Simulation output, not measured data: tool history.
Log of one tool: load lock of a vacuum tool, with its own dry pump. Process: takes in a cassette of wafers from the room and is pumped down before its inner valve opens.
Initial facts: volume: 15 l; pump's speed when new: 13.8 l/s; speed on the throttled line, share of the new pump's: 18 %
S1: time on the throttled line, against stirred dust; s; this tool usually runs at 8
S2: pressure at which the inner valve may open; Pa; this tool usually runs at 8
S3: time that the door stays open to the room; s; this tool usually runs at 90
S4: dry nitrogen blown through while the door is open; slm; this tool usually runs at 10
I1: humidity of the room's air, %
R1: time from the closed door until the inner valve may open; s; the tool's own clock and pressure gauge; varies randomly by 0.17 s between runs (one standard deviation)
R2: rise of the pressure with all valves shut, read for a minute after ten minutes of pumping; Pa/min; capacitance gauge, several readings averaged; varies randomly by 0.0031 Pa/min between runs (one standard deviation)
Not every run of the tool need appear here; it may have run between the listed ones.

run,hour,S1,S2,S3,S4,I1,R1,R2
1,0,8,8,90,10,43,19.9,0.258
2,294.3,8,8,90,10,47.2,19.6,0.282
3,674.6,8,8,90,10,48.7,19.9,0.317
4,945.4,8,16,90,10,47.3,18.8,0.338
5,1157.1,8,16,90,10,46,18.7,0.359
6,1639.2,9,16,90,10,44.2,19.5,0.394
7,1863.2,9,16,90,10,43.6,19.9,0.42
# hour 1899.4: dry pump taken out, an overhauled one fitted
8,2205,9,16,90,10,44.3,17.1,0.447
9,2486.8,9,16,28,25,47.4,17,0.418
10,2790.3,9,10,28,6,46.6,17.6,0.476
11,3059.1,11,8,134,6,48.5,19.8,0.597
12,3262.8,8,7,90,21,41.7,17.4,0.539

3 options for the next run, each taken on its own from the tool as it stands now. Forecast them:
A,3653.4,8,7,90,30,46.6,?,?
B,3653.4,8,8,112,10,48,?,?
C,3653.4,9,7,25,10,46.5,?,?

run,R1,R2
A,17.2,0.592
B,17.7,0.632
C,18.4,0.566
Without the tool's unlogged condition, the same runs would have read:
run,R1,R2
A,16.9,0.068
B,17.3,0.115
C,18,0.044

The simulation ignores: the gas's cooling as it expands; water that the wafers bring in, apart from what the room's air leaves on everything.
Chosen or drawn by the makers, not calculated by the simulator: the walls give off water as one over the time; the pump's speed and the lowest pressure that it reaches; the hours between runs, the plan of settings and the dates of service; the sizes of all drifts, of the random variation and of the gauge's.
